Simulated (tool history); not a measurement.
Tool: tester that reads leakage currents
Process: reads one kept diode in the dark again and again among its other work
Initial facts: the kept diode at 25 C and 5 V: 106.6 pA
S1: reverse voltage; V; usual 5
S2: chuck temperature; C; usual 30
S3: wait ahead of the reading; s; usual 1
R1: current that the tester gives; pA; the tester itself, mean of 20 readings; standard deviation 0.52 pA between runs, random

run     day     S1  S2    S3       R1
  1       0      5  30     1   172.79
  2   1.725      5  30     1    173.4
  3   2.812      5  30     1   173.23
  4   4.083      5  30     1   172.01
  5   5.275      5  30     1   172.76
  6   6.538      5  45     1    645.6
  7    8.35      5  45     1   647.21
  8   9.246      5  45     1   644.67
  9   9.988      5  45     1   647.44
 10  11.075   3.26  45     1   557.12
 11  12.379  10.65  30     1   225.59
 12  13.571  10.65  30     1   224.56
 13  14.754      5  30     1   172.99
 14  16.042      5  30     1   172.69
 15   17.15      5  30     1   172.93
 16  17.921      5  30     1   172.44
 17  19.596      5  30     1   172.58
 18  21.008      5  30     1   172.74
 19  22.208      5  30     1   173.08
 20  24.012      5  30     1   172.72
 21  25.808   6.24  30     1   186.65
 22  26.796   6.24  30     1   186.05
 23  27.779   6.24  33  8.64   243.38
 24   29.15   6.24  34     9   265.67
 25  29.996   2.36  49  2.21   698.87
 26  30.904  11.36  60     1  2868.03
 27  32.462  11.36  60     1  2856.41
 28    33.9      5  26     1   118.64
 29  35.429  17.98  43  2.76   846.73
 30  37.017    2.8  58     1  1523.54
 31  38.775  12.76  42  0.65   698.28
 32  39.654   1.11  40  2.45   251.14
 33  40.446   3.31  30  5.94   149.56
 34  42.021      5  25  0.59   109.37
 35  43.446      5  25  0.59   109.08
 36  45.071      5  25  0.59   109.17
 37  46.888      5  32  0.59   208.11
 38  47.967   1.23  33  7.14    139.7
 39  48.938      4  22  2.34     74.3
 40  50.508      5  24     1    98.29
 41  51.996   3.78  49  0.53   823.62

Results per run with the tool's hidden condition removed, run-to-run variation unchanged:
The tool's hidden condition here consists of: stray current of the dirty probe card, pA a volt; current scale over the true one, %; true chuck temperature over the reading, C; drift of the gauge itself on leakage_pa, %.
run       R1
  1   172.88
  2    173.5
  3   173.32
  4    172.1
  5   172.86
  6   645.95
  7   647.56
  8   645.02
  9    647.8
 10   557.44
 11   225.72
 12   224.69
 13   173.09
 14    172.8
 15   173.04
 16   172.55
 17   172.69
 18   172.85
 19    173.2
 20   172.84
 21   186.78
 22   186.18
 23   243.56
 24   265.86
 25   699.35
 26  2869.87
 27  2858.27
 28   118.73
 29   847.34
 30   1524.6
 31    698.8
 32   251.34
 33   149.68
 34   109.46
 35   109.17
 36   109.26
 37   208.29
 38   139.83
 39    74.37
 40    98.38
 41   824.31
